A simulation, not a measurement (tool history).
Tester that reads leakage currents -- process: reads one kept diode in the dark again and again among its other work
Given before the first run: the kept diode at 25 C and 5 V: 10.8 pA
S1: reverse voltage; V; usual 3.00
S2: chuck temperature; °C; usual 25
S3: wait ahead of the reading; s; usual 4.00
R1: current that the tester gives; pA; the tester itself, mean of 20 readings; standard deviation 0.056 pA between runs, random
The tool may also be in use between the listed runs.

run,hour,S1,S2,S3,R1
1,0.0,3.00,25,4.00,15.67
2,147.4,3.00,25,4.00,15.78
# hour 228.1: chuck's temperature calibrated
3,293.5,3.00,25,5.35,14.58
4,446.2,3.00,21,4.00,12.48
5,519.5,3.00,25,6.38,14.87
6,628.6,3.00,25,6.38,15.06
7,772.8,3.00,25,2.47,15.53
8,922.2,3.00,25,2.47,15.80
9,1068.3,3.00,25,2.47,15.99
10,1211.3,3.00,25,2.47,16.03
11,1331.8,3.00,25,4.00,15.99
# hour 1460.9: probe card cleaned and baked
12,1466.4,3.00,25,4.00,18.13
13,1592.8,3.00,25,0.49,20.35
14,1698.7,3.00,25,4.00,18.20
15,1785.7,3.00,25,4.00,18.53
# hour 1811.5: probe card cleaned and baked, once more
16,1915.0,3.00,25,4.00,9.29
17,2035.3,3.00,46,4.00,41.13
18,2163.7,3.00,20,4.00,6.77
19,2308.0,3.00,50,4.00,54.45
20,2432.3,3.00,25,4.00,10.00
21,2586.9,3.00,25,4.00,10.24
22,2698.3,3.00,25,4.00,10.30
23,2791.1,3.00,25,4.00,10.41
24,2924.5,3.00,25,5.53,10.49
25,3050.5,3.00,21,5.53,8.24
26,3122.9,4.00,25,4.00,12.86
27,3214.4,1.31,25,1.17,7.13
28,3338.8,1.31,25,1.17,7.18
29,3420.4,6.73,25,0.70,21.43
30,3543.0,10.24,26,4.57,25.70
31,3661.4,14.59,25,4.00,31.40
32,3789.7,19.60,31,4.00,53.61
33,3859.8,19.60,31,4.00,54.03
34,3990.9,18.55,55,2.53,211.28
35,4109.9,4.44,45,4.00,53.03
36,4175.1,3.00,25,0.49,14.29
37,4323.9,3.00,32,9.27,18.98
# hour 4358.8: chuck's temperature calibrated
38,4394.9,1.05,51,4.00,32.91
39,4535.7,1.05,51,4.00,33.19

Run by run, hidden condition taken away, random variation retained:
Hidden state present: stray current of the dirty probe card, pA a volt; current scale over the true one, %; true chuck temperature over the reading, C; drift of the gauge itself on leakage_pa, %.
run,R1
1,8.75
2,8.64
3,8.63
4,6.39
5,8.62
6,8.66
7,8.95
8,8.99
9,9.01
10,8.90
11,8.72
12,8.73
13,10.80
14,8.59
15,8.73
16,8.67
17,38.74
18,6.01
19,50.74
20,8.72
21,8.76
22,8.68
23,8.67
24,8.57
25,6.37
26,10.12
27,5.92
28,5.90
29,16.40
30,17.84
31,20.16
32,36.42
33,36.34
34,177.83
35,44.12
36,10.69
37,14.39
38,31.65
39,31.74
